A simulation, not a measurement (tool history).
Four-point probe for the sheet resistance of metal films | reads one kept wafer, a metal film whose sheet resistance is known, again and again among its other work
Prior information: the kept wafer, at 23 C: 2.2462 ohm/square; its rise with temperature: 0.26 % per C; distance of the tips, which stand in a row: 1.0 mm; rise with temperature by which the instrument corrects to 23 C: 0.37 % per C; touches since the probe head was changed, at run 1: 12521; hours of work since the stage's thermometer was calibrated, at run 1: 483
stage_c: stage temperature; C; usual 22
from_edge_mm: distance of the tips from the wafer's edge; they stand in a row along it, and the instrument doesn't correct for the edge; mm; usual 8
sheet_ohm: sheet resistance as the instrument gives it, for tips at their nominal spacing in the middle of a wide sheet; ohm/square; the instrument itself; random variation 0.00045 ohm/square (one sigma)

run,hour,stage_c,from_edge_mm,touches since the probe head was changed,hours of work since the stage's thermometer was calibrated,sheet_ohm
1,0,22,8,12521,483,2.263121
2,52,22,8,13524,516,2.263636
3,106.2,22,8,14568,550,2.264184
4,180.6,22,8,16003,597,2.265591
5,256.2,19,8,17460,645,2.273389
6,294,19,8,18191,669,2.273146
7,349.4,19,8,19259,704,2.274337
8,417.3,19,12,20567,747,2.263962

Predict the results of run 9:
9,494.7,28,27,22060,796,?

{"run 9": {"sheet_ohm": 2.235653}}
Minus the tool's unlogged condition, the same run would have read sheet_ohm 2.235977 ohm/square.

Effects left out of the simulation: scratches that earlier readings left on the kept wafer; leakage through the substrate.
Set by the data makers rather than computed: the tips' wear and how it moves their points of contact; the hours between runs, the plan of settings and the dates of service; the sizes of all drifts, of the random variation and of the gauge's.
